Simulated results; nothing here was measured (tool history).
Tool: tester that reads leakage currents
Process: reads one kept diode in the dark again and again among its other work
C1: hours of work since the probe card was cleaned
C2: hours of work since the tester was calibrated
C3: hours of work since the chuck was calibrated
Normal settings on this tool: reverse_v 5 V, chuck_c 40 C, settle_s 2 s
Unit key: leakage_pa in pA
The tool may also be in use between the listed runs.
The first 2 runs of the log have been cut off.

{"run": 3, "hour": 78.9, "reverse_v": 13.15, "chuck_c": 40, "settle_s": 2, "C1": 849, "C2": 314, "C3": 261, "leakage_pa": 176.39}
{"run": 4, "hour": 115.5, "reverse_v": 13.15, "chuck_c": 40, "settle_s": 2, "C1": 873, "C2": 338, "C3": 285, "leakage_pa": 177.38}
{"run": 5, "hour": 159.9, "reverse_v": 13.15, "chuck_c": 40, "settle_s": 2, "C1": 902, "C2": 367, "C3": 314, "leakage_pa": 178.36}
{"run": 6, "hour": 212.1, "reverse_v": 13.15, "chuck_c": 40, "settle_s": 2, "C1": 937, "C2": 402, "C3": 349, "leakage_pa": 178.28}
{"run": 7, "hour": 243.7, "reverse_v": 13.15, "chuck_c": 40, "settle_s": 2, "C1": 958, "C2": 423, "C3": 370, "leakage_pa": 179.35}
{"run": 8, "hour": 284.6, "reverse_v": 13.15, "chuck_c": 40, "settle_s": 2, "C1": 985, "C2": 450, "C3": 397, "leakage_pa": 179.81}
{"run": 9, "hour": 350.2, "reverse_v": 13.15, "chuck_c": 40, "settle_s": 2, "C1": 1028, "C2": 493, "C3": 440, "leakage_pa": 179.78}
{"run": 10, "hour": 388.4, "reverse_v": 5, "chuck_c": 40, "settle_s": 2, "C1": 1053, "C2": 518, "C3": 465, "leakage_pa": 109.09}
{"run": 11, "hour": 437.5, "reverse_v": 5, "chuck_c": 40, "settle_s": 2, "C1": 1086, "C2": 551, "C3": 498, "leakage_pa": 109.38}
{"run": 12, "hour": 477.6, "reverse_v": 5, "chuck_c": 40, "settle_s": 2, "C1": 1112, "C2": 577, "C3": 524, "leakage_pa": 108.68}
{"run": 13, "hour": 532.0, "reverse_v": 5, "chuck_c": 40, "settle_s": 2, "C1": 1148, "C2": 613, "C3": 560, "leakage_pa": 109.68}
{"run": 14, "hour": 573.5, "reverse_v": 5, "chuck_c": 40, "settle_s": 2, "C1": 1176, "C2": 641, "C3": 588, "leakage_pa": 110.32}
{"run": 15, "hour": 611.4, "reverse_v": 5, "chuck_c": 40, "settle_s": 2, "C1": 1201, "C2": 666, "C3": 613, "leakage_pa": 110.16}
{"run": 16, "hour": 643.9, "reverse_v": 5, "chuck_c": 40, "settle_s": 2, "C1": 1222, "C2": 687, "C3": 634, "leakage_pa": 110.61}
{"run": 17, "hour": 704.9, "reverse_v": 5, "chuck_c": 40, "settle_s": 2, "C1": 1262, "C2": 728, "C3": 674, "leakage_pa": 110.01}

Forecast run 18:
{"run": 18, "hour": 769.4, "reverse_v": 5, "chuck_c": 40, "settle_s": 2, "C1": 1305, "C2": 770, "C3": 717, "leakage_pa": "?"}

leakage_pa: 111.51 pA
On a tool with no hidden condition, and with the same random variation, this run would have come out at leakage_pa 105.68 pA.
